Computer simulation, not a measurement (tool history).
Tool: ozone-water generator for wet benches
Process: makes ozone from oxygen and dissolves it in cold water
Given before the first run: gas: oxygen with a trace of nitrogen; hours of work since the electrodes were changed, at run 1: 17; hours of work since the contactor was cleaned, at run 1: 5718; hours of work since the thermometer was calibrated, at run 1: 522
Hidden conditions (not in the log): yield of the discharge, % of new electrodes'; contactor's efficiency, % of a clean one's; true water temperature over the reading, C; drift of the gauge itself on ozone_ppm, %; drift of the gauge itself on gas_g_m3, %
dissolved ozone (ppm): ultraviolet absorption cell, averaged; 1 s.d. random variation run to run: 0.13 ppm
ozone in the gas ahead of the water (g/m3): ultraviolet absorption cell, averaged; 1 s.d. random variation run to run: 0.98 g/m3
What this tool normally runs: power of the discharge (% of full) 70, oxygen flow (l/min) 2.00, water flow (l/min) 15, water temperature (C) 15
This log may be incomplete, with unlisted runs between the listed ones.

run   hour  power of the discharge (% of full)  oxygen flow (l/min)  water flow (l/min)  water temperature (C)  hours of work since the electrodes were changed  hours of work since the contactor was cleaned  hours of work since the thermometer was calibrated  dissolved ozone (ppm)  ozone in the gas ahead of the water (g/m3)
  1    0.0                                  70                 2.00                  15                     15                                               17                                           5718                                                 522                   13.1                                       167.1
  2   35.4                                  70                 2.00                  15                     15                                               42                                           5744                                                 548                   13.2                                       166.8
  3   67.6                                  70                 2.00                  15                     15                                               66                                           5767                                                 571                   13.0                                       168.9
  4   88.2                                  70                 2.00                  10                     15                                               81                                           5782                                                 586                   18.4                                       170.4
  5  119.2                                  70                 2.00                  10                     15                                              103                                           5804                                                 608                   18.2                                       170.7
  6  151.1                                  70                 3.33                  15                     15                                              126                                           5828                                                 631                   13.8                                       128.6
  7  166.2                                  70                 2.00                  15                     15                                              137                                           5838                                                 642                   13.1                                       170.8
  8  194.6                                  70                 2.00                  15                     15                                              157                                           5859                                                 663                   12.9                                       170.4
  9  223.7                                  70                 2.00                  15                     15                                              178                                           5880                                                 684                   13.0                                       170.3
 10  243.3                                  70                 2.00                  13                     15                                              193                                           5894                                                 698                   14.7                                       171.7
 11  267.9                                  70                 2.00                  13                     15                                              210                                           5912                                                 716                   15.1                                       171.8
 12  289.2                                  70                 2.00                  13                     15                                              226                                           5927                                                 731                   14.8                                       173.1
 13  310.4                                  70                 1.82                  15                     15                                              241                                           5943                                                 747                   12.8                                       181.9
     319.0  -- gauge calibrated
 14  330.7                                  70                 2.00                  15                     15                                              256                                           5957                                                 761                   13.2                                       167.5
 15  349.2                                  70                 2.00                  15                     15                                              269                                           5971                                                 774                   13.0                                       167.2
 16  368.7                                  70                 2.00                  15                     15                                              283                                           5985                                                 789                   13.1                                       168.8
 17  402.5                                  47                 2.00                  15                     15                                              307                                           6009                                                 813                    9.6                                       122.9
 18  423.0                                  47                 2.00                  15                     15                                              322                                           6024                                                 828                    9.5                                       122.8
 19  438.2                                  47                 2.00                  15                     15                                              333                                           6035                                                 839                    9.7                                       124.3
 20  471.7                                  47                 2.00                  15                     15                                              357                                           6059                                                 863                    9.6                                       125.1
 21  499.6                                  70                 2.00                  15                     12                                              378                                           6079                                                 883                   13.3                                       170.8
 22  516.2                                  70                 2.00                  15                      8                                              390                                           6091                                                 895                   13.9                                       170.1
 23  533.4                                  58                 2.00                  15                     15                                              402                                           6103                                                 907                   11.3                                       145.2
 24  553.4                                  65                 2.01                  14                     15                                              416                                           6118                                                 922                   13.2                                       161.8
 25  585.1                                  65                 2.01                  14                     15                                              439                                           6141                                                 945                   13.0                                       161.0
 26  602.9                                  65                 2.01                  14                     15                                              452                                           6154                                                 958                   13.2                                       162.1
 27  618.8                                  65                 3.26                  10                     11                                              464                                           6165                                                 969                   18.9                                       124.7
 28  637.4                                  65                 1.11                  10                     18                                              477                                           6179                                                 983                   15.6                                       225.3
 29  663.5                                  61                 1.53                  10                     15                                              496                                           6197                                                1001                   16.3                                       182.5
 30  697.8                                  99                 1.58                  14                     19                                              521                                           6222                                                1026                   17.3                                       262.5
 31  727.0                                  99                 1.58                  14                     19                                              542                                           6243                                                1047                   16.9                                       259.9
 32  762.3                                  99                 1.58                  14                     19                                              567                                           6269                                                1073                   17.1                                       264.8

Here are 3 independent what-if runs from the current tool condition. What would each one return?
  A  782.1                                  70                 2.00                  15                     11                                              582                                           6283                                                1087                      ?                                           ?
  B  782.1                                  61                 1.77                  14                     19                                              582                                           6283                                                1087                      ?                                           ?
  C  782.1                                  99                 1.58                  10                     14                                              582                                           6283                                                1087                      ?                                           ?

run  dissolved ozone (ppm)  ozone in the gas ahead of the water (g/m3)
  A                   13.3                                       175.1
  B                   11.8                                       169.0
  C                   23.9                                       262.9
Take away the tool's hidden state, keep each run's random variation, and the runs would have read:
run  dissolved ozone (ppm)  ozone in the gas ahead of the water (g/m3)
  A                   13.3                                       167.9
  B                   11.8                                       162.1
  C                   23.9                                       252.1
